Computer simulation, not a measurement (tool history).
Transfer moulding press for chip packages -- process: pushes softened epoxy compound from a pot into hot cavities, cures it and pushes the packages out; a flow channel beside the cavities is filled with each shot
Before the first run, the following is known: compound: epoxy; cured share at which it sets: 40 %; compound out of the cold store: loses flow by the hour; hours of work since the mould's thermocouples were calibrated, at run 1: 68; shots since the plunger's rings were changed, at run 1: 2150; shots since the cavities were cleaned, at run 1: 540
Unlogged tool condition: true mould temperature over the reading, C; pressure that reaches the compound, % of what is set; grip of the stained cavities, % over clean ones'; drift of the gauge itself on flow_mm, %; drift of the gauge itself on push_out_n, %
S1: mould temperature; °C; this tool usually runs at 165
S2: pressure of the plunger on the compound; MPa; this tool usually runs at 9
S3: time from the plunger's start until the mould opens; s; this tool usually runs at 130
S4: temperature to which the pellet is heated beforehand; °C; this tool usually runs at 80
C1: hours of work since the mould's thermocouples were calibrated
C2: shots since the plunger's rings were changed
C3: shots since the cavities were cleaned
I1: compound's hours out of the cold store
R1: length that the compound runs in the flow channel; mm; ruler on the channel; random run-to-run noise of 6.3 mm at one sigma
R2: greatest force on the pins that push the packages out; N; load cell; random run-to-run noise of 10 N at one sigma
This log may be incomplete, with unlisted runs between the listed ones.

Run 1, hour 0: usual settings; C1 68; C2 2150; C3 540; I1 9.9. Result: R1 712 mm, R2 1034 N.
Run 2, hour 11.1: usual settings; C1 74; C2 2232; C3 622; I1 26.3. Result: R1 676 mm, R2 1004 N.
Run 3, hour 26: usual settings but S3 120 s; C1 81; C2 2343; C3 733; I1 45.5. Result: R1 628 mm, R2 1088 N.
At hour 31.8: cavities cleaned with cleaning compound and waxed.
Run 4, hour 43.1: usual settings but S3 145 s; C1 89; C2 2460; C3 85; I1 43.1. Result: R1 632 mm, R2 587 N.
Run 5, hour 52.6: usual settings but S3 145 s; C1 94; C2 2531; C3 156; I1 24.6. Result: R1 666 mm, R2 663 N.
Run 6, hour 61.3: usual settings; C1 98; C2 2595; C3 220; I1 9.1. Result: R1 710 mm, R2 800 N.
Run 7, hour 74.8: usual settings; C1 105; C2 2696; C3 321; I1 45.5. Result: R1 625 mm, R2 846 N.
Run 8, hour 91.1: usual settings but S4 72 °C; C1 114; C2 2817; C3 442; I1 38.5. Result: R1 636 mm, R2 944 N.
Run 9, hour 104.6: usual settings but S3 135 s; C1 120; C2 2917; C3 542; I1 15.2. Result: R1 694 mm, R2 982 N.
Run 10, hour 116.3: usual settings but S3 135 s; C1 126; C2 3005; C3 630; I1 16.4. Result: R1 694 mm, R2 1012 N.
Run 11, hour 125.2: usual settings but S3 124 s; C1 131; C2 3071; C3 696; I1 37.6. Result: R1 637 mm, R2 1048 N.
At hour 136.5: cavities cleaned with cleaning compound and waxed.
Run 12, hour 139.2: usual settings but S3 127 s; C1 137; C2 3164; C3 20; I1 38.6. Result: R1 635 mm, R2 542 N.
Run 13, hour 149.5: usual settings but S3 127 s; C1 143; C2 3241; C3 97; I1 39.6. Result: R1 643 mm, R2 687 N.
Run 14, hour 158: usual settings but S3 161 s, S4 79 °C; C1 147; C2 3304; C3 160; I1 32.5. Result: R1 644 mm, R2 685 N.
Run 15, hour 170.2: usual settings but S1 163 °C, S3 161 s, S4 73 °C; C1 153; C2 3395; C3 251; I1 40.9. Result: R1 638 mm, R2 788 N.
Run 16, hour 183.1: usual settings but S1 167 °C, S2 7.93 MPa, S3 161 s, S4 87 °C; C1 160; C2 3491; C3 347; I1 30.2. Result: R1 608 mm, R2 828 N.
Run 17, hour 189.8: usual settings but S2 9.74 MPa, S3 122 s; C1 163; C2 3541; C3 397; I1 25.2. Result: R1 690 mm, R2 961 N.
Run 18, hour 200: usual settings but S1 159 °C, S2 9.74 MPa, S3 117 s, S4 75 °C; C1 168; C2 3617; C3 473; I1 44.1. Result: R1 667 mm, R2 1529 N.
Run 19, hour 206.9: usual settings but S1 172 °C, S2 7.04 MPa, S4 90 °C; C1 172; C2 3668; C3 524; I1 45.5. Result: R1 515 mm, R2 930 N.
Run 20, hour 214.5: usual settings but S1 172 °C, S2 7.04 MPa, S4 90 °C; C1 176; C2 3725; C3 581; I1 13.2. Result: R1 589 mm, R2 951 N.
Run 21, hour 230.7: usual settings but S1 171 °C, S2 10.45 MPa, S4 85 °C; C1 184; C2 3846; C3 702; I1 40. Result: R1 641 mm, R2 957 N.
At hour 240.6: cavities cleaned with cleaning compound and waxed.
Run 22, hour 245.2: usual settings but S1 171 °C, S2 10.45 MPa, S4 85 °C; C1 190; C2 3943; C3 35; I1 45.9. Result: R1 630 mm, R2 509 N.
Run 23, hour 258.1: usual settings but S1 171 °C, S2 7.73 MPa, S4 85 °C; C1 197; C2 4039; C3 131; I1 46.8. Result: R1 534 mm, R2 640 N.
Run 24, hour 269.1: usual settings but S1 171 °C, S2 7.73 MPa, S4 85 °C; C1 203; C2 4120; C3 212; I1 15.4. Result: R1 604 mm, R2 738 N.
Run 25, hour 279.7: usual settings but S1 171 °C, S2 7.73 MPa, S4 85 °C; C1 208; C2 4200; C3 292; I1 35.5. Result: R1 565 mm, R2 769 N.
Run 26, hour 290.5: usual settings but S1 171 °C, S2 7.73 MPa, S4 85 °C; C1 213; C2 4280; C3 372; I1 8. Result: R1 627 mm, R2 814 N.

Across each entry between runs, compare the hidden state at the last listed run before it with the hidden state at the first listed run after it:
Run 3 -> run 4: cavities cleaned with cleaning compound and waxed (hour 31.8)
  true mould temperature over the reading, C: -0.1 -> -0.12; pressure that reaches the compound, % of what is set: 92.08 -> 91.72; grip of the stained cavities, % over clean ones': 118.8 -> 30.8
  measured minus no-state result, R1: -27 -> -27 mm; R2: +595 -> +141 N
Run 11 -> run 12: cavities cleaned with cleaning compound and waxed (hour 136.5)
  true mould temperature over the reading, C: -0.21 -> -0.23; pressure that reaches the compound, % of what is set: 89.83 -> 89.56; grip of the stained cavities, % over clean ones': 114.8 -> 11.5
  measured minus no-state result, R1: -34 -> -35 mm; R2: +565 -> +58 N
Run 21 -> run 22: cavities cleaned with cleaning compound and waxed (hour 240.6)
  true mould temperature over the reading, C: -0.33 -> -0.35; pressure that reaches the compound, % of what is set: 87.48 -> 87.18; grip of the stained cavities, % over clean ones': 115.6 -> 13.7
  measured minus no-state result, R1: -43 -> -43 mm; R2: +516 -> +62 N
